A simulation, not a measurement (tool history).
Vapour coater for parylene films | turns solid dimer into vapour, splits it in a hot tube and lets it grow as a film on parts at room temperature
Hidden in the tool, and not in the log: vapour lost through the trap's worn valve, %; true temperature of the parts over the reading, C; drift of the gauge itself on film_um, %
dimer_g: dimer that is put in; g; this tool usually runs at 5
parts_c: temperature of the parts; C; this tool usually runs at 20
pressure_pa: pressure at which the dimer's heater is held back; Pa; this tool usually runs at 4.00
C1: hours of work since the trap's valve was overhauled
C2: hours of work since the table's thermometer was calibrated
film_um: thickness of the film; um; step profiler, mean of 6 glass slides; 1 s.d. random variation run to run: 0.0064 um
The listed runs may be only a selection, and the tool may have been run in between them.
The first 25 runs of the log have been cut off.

run 26 hour=722.9 | dimer_g=3 parts_c=18 pressure_pa=2.26 | C1=181 C2=93 | film_um=1.040
run 27 hour=747.1 | dimer_g=3 parts_c=18 pressure_pa=2.26 | C1=203 C2=114 | film_um=1.036
-- hour=767.3 trap's valve overhauled
run 28 hour=776.3 | dimer_g=6 parts_c=25 pressure_pa=5.37 | C1=8 C2=137 | film_um=1.353
run 29 hour=816.4 | dimer_g=8 parts_c=13 pressure_pa=4.00 | C1=44 C2=172 | film_um=3.058
run 30 hour=853.0 | dimer_g=5 parts_c=20 pressure_pa=3.75 | C1=76 C2=205 | film_um=1.483
run 31 hour=881.5 | dimer_g=5 parts_c=20 pressure_pa=3.75 | C1=101 C2=230 | film_um=1.462
run 32 hour=905.0 | dimer_g=4 parts_c=14 pressure_pa=6.14 | C1=122 C2=251 | film_um=1.325
run 33 hour=936.7 | dimer_g=6 parts_c=25 pressure_pa=5.47 | C1=150 C2=279 | film_um=1.319
run 34 hour=966.1 | dimer_g=6 parts_c=16 pressure_pa=3.14 | C1=177 C2=305 | film_um=2.091
run 35 hour=1004.0 | dimer_g=6 parts_c=16 pressure_pa=3.14 | C1=210 C2=339 | film_um=2.089
-- hour=1014.0 trap's valve overhauled
run 36 hour=1032.7 | dimer_g=6 parts_c=16 pressure_pa=3.14 | C1=17 C2=361 | film_um=2.167
run 37 hour=1051.5 | dimer_g=3 parts_c=22 pressure_pa=3.16 | C1=33 C2=378 | film_um=0.851
run 38 hour=1091.9 | dimer_g=8 parts_c=16 pressure_pa=10.43 | C1=69 C2=414 | film_um=2.157
run 39 hour=1123.4 | dimer_g=5 parts_c=15 pressure_pa=3.72 | C1=97 C2=442 | film_um=1.779
run 40 hour=1142.1 | dimer_g=5 parts_c=18 pressure_pa=3.29 | C1=114 C2=458 | film_um=1.627
run 41 hour=1179.6 | dimer_g=3 parts_c=19 pressure_pa=3.83 | C1=147 C2=491 | film_um=0.900
run 42 hour=1214.2 | dimer_g=3 parts_c=19 pressure_pa=3.83 | C1=178 C2=522 | film_um=0.894
run 43 hour=1243.7 | dimer_g=3 parts_c=19 pressure_pa=3.83 | C1=204 C2=548 | film_um=0.894
-- hour=1262.1 trap's valve overhauled
run 44 hour=1287.8 | dimer_g=3 parts_c=15 pressure_pa=9.12 | C1=23 C2=584 | film_um=0.888
run 45 hour=1305.2 | dimer_g=5 parts_c=29 pressure_pa=7.62 | C1=38 C2=599 | film_um=0.892
run 46 hour=1335.7 | dimer_g=7 parts_c=16 pressure_pa=11.35 | C1=65 C2=627 | film_um=1.890
run 47 hour=1353.4 | dimer_g=7 parts_c=16 pressure_pa=11.35 | C1=81 C2=642 | film_um=1.882

Here are 3 independent what-if runs from the current tool condition. What would each one return?
run A hour=1380.9 | dimer_g=8 parts_c=20 pressure_pa=2.18 | C1=105 C2=667 | film_um=?
run B hour=1380.9 | dimer_g=6 parts_c=15 pressure_pa=2.77 | C1=105 C2=667 | film_um=?
run C hour=1380.9 | dimer_g=9 parts_c=17 pressure_pa=2.26 | C1=105 C2=667 | film_um=?

run=A film_um=2.672
run=B film_um=2.310
run=C film_um=3.367
What these runs would have given with no unlogged condition in the tool:
run=A film_um=2.677
run=B film_um=2.314
run=C film_um=3.374
